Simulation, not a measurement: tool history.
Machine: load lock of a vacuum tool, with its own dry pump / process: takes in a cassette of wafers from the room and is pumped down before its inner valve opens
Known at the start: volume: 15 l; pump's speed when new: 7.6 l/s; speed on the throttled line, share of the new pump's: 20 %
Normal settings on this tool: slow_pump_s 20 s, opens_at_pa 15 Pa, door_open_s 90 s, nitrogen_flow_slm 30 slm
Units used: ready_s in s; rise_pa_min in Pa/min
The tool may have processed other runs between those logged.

| run | hour | slow_pump_s | opens_at_pa | door_open_s | nitrogen_flow_slm | incoming humidity of the room's air, % | ready_s | rise_pa_min |
|---|---|---|---|---|---|---|---|---|
| 1 | 0 | 20 | 15 | 90 | 30 | 45 | 33.5 | 0.046 |
| 2 | 106.9 | 29 | 15 | 90 | 30 | 47.9 | 40.8 | 0.053 |
| 3 | 250.9 | 20 | 15 | 90 | 30 | 44.9 | 33.8 | 0.051 |
| 4 | 408 | 20 | 15 | 90 | 30 | 46.1 | 33.4 | 0.049 |
| 5 | 487.2 | 20 | 15 | 90 | 30 | 43 | 33.3 | 0.049 |
| 6 | 647.3 | 20 | 15 | 90 | 30 | 45.7 | 33.8 | 0.051 |
| 7 | 725 | 20 | 15 | 90 | 30 | 44.6 | 32.6 | 0.048 |
| 8 | 877.4 | 20 | 17 | 90 | 30 | 43.4 | 33.3 | 0.05 |
| 9 | 960 | 20 | 15 | 90 | 4 | 44.4 | 33.5 | 0.081 |
| 10 | 1119 | 20 | 15 | 90 | 30 | 42.8 | 32.8 | 0.045 |
| 11 | 1224.3 | 20 | 15 | 90 | 30 | 41.8 | 33.9 | 0.046 |
| 12 | 1335.9 | 27 | 13 | 90 | 30 | 45.4 | 39.1 | 0.047 |
| 13 | 1478.7 | 16 | 13 | 90 | 30 | 47.9 | 31.1 | 0.05 |
| 14 | 1637.9 | 16 | 13 | 90 | 30 | 42.8 | 30.5 | 0.05 |
| 15 | 1738.5 | 20 | 15 | 103 | 30 | 45.2 | 33.5 | 0.05 |
| 16 | 1864.9 | 14 | 15 | 90 | 30 | 47 | 28.7 | 0.048 |
| 17 | 1966.8 | 14 | 15 | 90 | 30 | 43.6 | 29.1 | 0.046 |
| 18 | 2035.1 | 14 | 15 | 90 | 30 | 46.6 | 28.5 | 0.052 |
| 19 | 2147.1 | 25 | 15 | 107 | 30 | 46.5 | 37.4 | 0.058 |
| 20 | 2229.1 | 25 | 15 | 107 | 30 | 43.1 | 37.4 | 0.056 |

Estimate the outcome of run 21 from the log above:
| 21 | 2373.4 | 22 | 23 | 51 | 7 | 45.9 | ? | ? |

ready_s: 34.7 s
rise_pa_min: 0.049 Pa/min
The same run, on a tool lacking any hidden state, would have yielded ready_s 34.7 s, rise_pa_min 0.049 Pa/min.
